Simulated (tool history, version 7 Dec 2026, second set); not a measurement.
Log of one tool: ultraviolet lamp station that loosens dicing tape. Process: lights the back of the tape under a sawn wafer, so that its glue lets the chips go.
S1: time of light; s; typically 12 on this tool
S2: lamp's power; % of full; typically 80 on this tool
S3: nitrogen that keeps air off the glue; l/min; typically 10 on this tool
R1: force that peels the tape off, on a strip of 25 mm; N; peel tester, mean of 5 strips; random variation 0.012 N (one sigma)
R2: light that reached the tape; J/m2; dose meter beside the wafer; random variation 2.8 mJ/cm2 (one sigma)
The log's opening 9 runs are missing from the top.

| run | hour | S1 | S2 | S3 | R1 | R2 |
|---|---|---|---|---|---|---|
| 10 | 116.4 | 12 | 80 | 10 | 0.54 | 3970 |
| 11 | 131.5 | 12 | 80 | 10 | 0.534 | 4000 |
| 12 | 141.4 | 21 | 80 | 10 | 0.165 | 6940 |
| 13 | 151.4 | 12 | 80 | 10 | 0.567 | 3980 |
| 14 | 159 | 12 | 64 | 10 | 0.82 | 3190 |
| 15 | 172.7 | 12 | 64 | 10 | 0.827 | 3180 |
| 16 | 186.6 | 11 | 64 | 10 | 0.884 | 2970 |
| 17 | 201.9 | 11 | 64 | 10 | 0.928 | 2960 |
| 18 | 216.4 | 12 | 80 | 10 | 0.544 | 3980 |
| 19 | 223.3 | 12 | 68 | 10 | 0.713 | 3350 |
| 20 | 236.9 | 12 | 68 | 10 | 0.726 | 3410 |
| 21 | 244.4 | 12 | 68 | 10 | 0.749 | 3390 |
| 22 | 252.8 | 12 | 68 | 10 | 0.734 | 3370 |
| 23 | 260.6 | 14 | 68 | 3 | 1.101 | 4020 |
| 24 | 276.1 | 14 | 74 | 10 | 0.457 | 4300 |
| 25 | 283.1 | 21 | 75 | 6 | 0.28 | 6440 |
| 26 | 290.7 | 21 | 75 | 4 | 0.407 | 6520 |

Estimate the outcome of run 27 from the log above:
| 27 | 300 | 8 | 80 | 10 | ? | ? |

Run 27 measured R1 1.085 N, R2 2650 J/m2.
Minus the tool's unlogged condition, the same run would have read R1 1.082 N, R2 2650 J/m2.

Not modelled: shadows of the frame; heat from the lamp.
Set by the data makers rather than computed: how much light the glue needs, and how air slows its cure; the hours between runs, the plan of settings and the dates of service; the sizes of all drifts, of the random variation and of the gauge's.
